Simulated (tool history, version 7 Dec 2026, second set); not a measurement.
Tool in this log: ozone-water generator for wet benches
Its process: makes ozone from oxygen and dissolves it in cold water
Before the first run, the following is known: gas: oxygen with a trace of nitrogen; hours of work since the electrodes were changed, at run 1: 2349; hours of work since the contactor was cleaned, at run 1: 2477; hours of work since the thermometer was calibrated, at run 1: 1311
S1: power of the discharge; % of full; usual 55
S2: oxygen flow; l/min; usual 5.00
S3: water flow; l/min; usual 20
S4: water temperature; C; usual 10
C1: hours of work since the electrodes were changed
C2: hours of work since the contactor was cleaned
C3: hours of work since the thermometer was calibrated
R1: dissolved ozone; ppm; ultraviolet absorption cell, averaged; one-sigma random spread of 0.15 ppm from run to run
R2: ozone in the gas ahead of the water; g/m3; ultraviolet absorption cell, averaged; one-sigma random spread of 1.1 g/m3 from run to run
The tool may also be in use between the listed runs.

run,day,S1,S2,S3,S4,C1,C2,C3,R1,R2
1,0.000,55,5.00,20,10,2349,2477,1311,18.1,202.9
2,3.433,55,5.00,20,10,2400,2528,1362,18.0,203.8
3,6.646,55,5.00,20,10,2447,2575,1409,18.1,202.5
4,11.104,55,5.00,20,10,2513,2641,1475,17.8,202.1
5,15.975,55,5.00,20,10,2585,2713,1547,18.0,200.5
6,21.862,55,3.21,20,10,2672,2800,1633,17.6,267.1
7,26.800,55,3.21,20,10,2745,2873,1706,17.8,267.9
8,33.200,55,3.21,20,10,2839,2967,1800,17.9,269.6
9,37.108,71,5.00,20,10,2897,3025,1858,21.0,238.2
10,41.892,55,5.00,20,5,2967,3095,1929,18.8,201.5
11,48.171,73,5.00,20,10,3060,3188,2021,21.5,242.3
12,52.717,55,5.00,20,10,3127,3255,2088,17.6,200.0
13,55.808,55,5.00,20,10,3172,3300,2134,17.7,200.9
14,58.475,55,5.00,20,10,3212,3340,2173,17.9,200.6
15,61.225,55,5.00,20,10,3252,3380,2214,17.7,199.9
16,66.704,55,5.00,20,10,3333,3461,2294,17.5,200.8
17,71.921,55,5.00,20,10,3410,3538,2371,17.6,201.1
18,75.671,55,5.00,20,10,3465,3593,2427,17.7,202.5
19,79.571,52,5.00,23,7,3523,3651,2484,15.4,193.9
20,83.750,71,5.00,20,10,3584,3712,2546,21.0,236.6
21,89.288,94,5.84,21,10,3666,3794,2627,23.3,253.4
22,94.196,55,5.00,24,7,3738,3866,2700,15.2,200.2
23,99.542,55,5.00,24,7,3817,3945,2779,15.4,198.7
24,102.729,55,5.30,24,17,3864,3992,2826,13.5,193.0
25,107.304,83,6.35,15,10,3932,4060,2893,28.2,223.3
26,111.296,58,8.50,20,5,3990,4118,2952,18.6,148.5
27,117.571,55,5.16,20,10,4083,4211,3044,17.6,197.2
28,121.967,55,5.16,20,10,4148,4276,3109,17.5,195.5
29,125.508,100,5.58,17,9,4200,4328,3161,29.4,270.9
30,131.804,55,4.37,22,10,4293,4421,3254,16.0,216.0
31,134.646,55,4.37,22,10,4335,4463,3296,16.0,216.3
32,140.933,55,4.37,22,14,4427,4555,3389,15.2,216.3

3 options for the next run, each taken on its own from the tool as it stands now. Forecast them:
A,145.579,45,4.37,16,6,4496,4624,3457,?,?
B,145.579,55,5.36,20,10,4496,4624,3457,?,?
C,145.579,55,4.37,22,14,4496,4624,3457,?,?

run,R1,R2
A,19.6,191.7
B,17.6,190.7
C,15.2,217.3
What these runs would have given with no unlogged condition in the tool:
run,R1,R2
A,21.2,196.8
B,19.1,196.6
C,16.5,224.1
